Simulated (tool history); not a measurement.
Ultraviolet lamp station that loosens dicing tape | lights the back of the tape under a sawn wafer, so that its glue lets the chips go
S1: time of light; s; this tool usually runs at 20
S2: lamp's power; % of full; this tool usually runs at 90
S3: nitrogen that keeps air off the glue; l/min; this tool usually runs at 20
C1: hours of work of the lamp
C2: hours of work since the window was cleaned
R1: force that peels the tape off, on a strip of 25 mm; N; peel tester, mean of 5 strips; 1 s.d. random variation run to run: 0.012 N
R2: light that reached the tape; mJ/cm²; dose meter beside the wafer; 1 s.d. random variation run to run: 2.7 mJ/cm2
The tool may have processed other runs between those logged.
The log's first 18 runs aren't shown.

run   hour  S1  S2  S3   C1   C2     R1   R2
 19  288.3  20  90  12  531  598  1.198  268
 20  305.8  20  90  12  544  611  1.176  266
 21  320.1  20  90  12  555  622  1.237  262
 22  333.5  20  82  17  565  632  1.284  235
       336  -- window cleaned of glue's vapour
 23  352.6  20  92  16  579   13  1.162  255
 24    364  11  71  10  588   21  4.157  108
 25  373.2  20  90  30  595   28  1.037  244
 26  387.1  20  90  30  606   39  1.049  244
 27  399.7  20  90  16  615   48  1.213  240
 28  419.4  20  98  20  630   63  1.005  259

Run 29 comes next. What will it give?
     431.1  -- window cleaned of glue's vapour, once more
 29   436  17  74  20  642   4   ?   ?

Run 29 gave R1 1.479 N, R2 215 mJ/cm².
Take away the tool's hidden state, keep the run-to-run variation as it was, and the same run would have given R1 1.154 N, R2 248 mJ/cm².

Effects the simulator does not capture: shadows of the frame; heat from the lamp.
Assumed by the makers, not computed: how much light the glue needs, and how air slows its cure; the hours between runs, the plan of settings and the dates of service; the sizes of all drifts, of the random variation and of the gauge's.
